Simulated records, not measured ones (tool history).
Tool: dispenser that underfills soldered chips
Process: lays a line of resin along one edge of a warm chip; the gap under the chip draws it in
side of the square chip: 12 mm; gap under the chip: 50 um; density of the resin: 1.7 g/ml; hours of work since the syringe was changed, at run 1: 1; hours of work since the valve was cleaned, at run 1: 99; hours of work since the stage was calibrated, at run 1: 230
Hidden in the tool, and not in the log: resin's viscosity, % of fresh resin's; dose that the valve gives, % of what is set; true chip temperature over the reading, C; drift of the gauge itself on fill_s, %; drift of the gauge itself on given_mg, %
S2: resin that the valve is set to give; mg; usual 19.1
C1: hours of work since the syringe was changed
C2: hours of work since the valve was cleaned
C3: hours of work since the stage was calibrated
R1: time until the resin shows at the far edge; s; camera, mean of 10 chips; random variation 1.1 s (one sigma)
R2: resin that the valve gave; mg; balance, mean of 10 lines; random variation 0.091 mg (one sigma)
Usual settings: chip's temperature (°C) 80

run 1 day=0.000 | chip's_temperature_(°C)=80 S2=19.1 | C1=1 C2=99 C3=230 | R1=124.1 R2=18.00
-- day=0.354 new syringe of resin
run 2 day=0.508 | chip's_temperature_(°C)=80 S2=19.1 | C1=2 C2=106 C3=238 | R1=139.6 R2=17.92
-- day=0.821 new syringe of resin
run 3 day=0.821 | chip's_temperature_(°C)=80 S2=19.1 | C1=0 C2=110 C3=242 | R1=113.6 R2=17.82
-- day=1.058 dispensing valve cleaned and set on the balance
run 4 day=1.104 | chip's_temperature_(°C)=80 S2=19.1 | C1=4 C2=1 C3=246 | R1=149.4 R2=19.09
-- day=1.317 new syringe of resin
run 5 day=1.379 | chip's_temperature_(°C)=75 S2=19.1 | C1=1 C2=5 C3=250 | R1=143.5 R2=19.01
-- day=1.762 new syringe of resin
run 6 day=1.850 | chip's_temperature_(°C)=75 S2=19.1 | C1=1 C2=11 C3=257 | R1=148.7 R2=19.10
run 7 day=2.188 | chip's_temperature_(°C)=93 S2=18.1 | C1=6 C2=16 C3=262 | R1=119.9 R2=17.85
-- day=2.242 new syringe of resin
run 8 day=2.546 | chip's_temperature_(°C)=72 S2=21.5 | C1=5 C2=22 C3=267 | R1=213.0 R2=21.41
-- day=2.692 new syringe of resin
run 9 day=2.858 | chip's_temperature_(°C)=85 S2=21.6 | C1=2 C2=26 C3=271 | R1=118.3 R2=21.13
-- day=3.175 new syringe of resin
run 10 day=3.262 | chip's_temperature_(°C)=85 S2=21.6 | C1=1 C2=32 C3=277 | R1=104.5 R2=21.21
-- day=3.617 new syringe of resin
run 11 day=3.629 | chip's_temperature_(°C)=75 S2=23.1 | C1=0 C2=37 C3=282 | R1=133.5 R2=22.62
-- day=4.075 new syringe of resin
run 12 day=4.075 | chip's_temperature_(°C)=77 S2=17.3 | C1=0 C2=44 C3=289 | R1=127.1 R2=16.89

Forecast each of these 4 alternatives for the next run:
run A day=4.338 | chip's_temperature_(°C)=76 S2=17.1 | C1=4 C2=47 C3=293 | R1=? R2=?
run B day=4.338 | chip's_temperature_(°C)=80 S2=16.3 | C1=4 C2=47 C3=293 | R1=? R2=?
run C day=4.338 | chip's_temperature_(°C)=95 S2=17.3 | C1=4 C2=47 C3=293 | R1=? R2=?
run D day=4.338 | chip's_temperature_(°C)=88 S2=19.5 | C1=4 C2=47 C3=293 | R1=? R2=?

run=A R1=183.9 R2=16.56
run=B R1=163.1 R2=15.73
run=C R1=95.0 R2=16.91
run=D R1=119.0 R2=18.99
Without the tool's hidden state the same runs would have given:
run=A R1=127.2 R2=17.04
run=B R1=113.1 R2=16.18
run=C R1=66.1 R2=17.40
run=D R1=82.8 R2=19.53
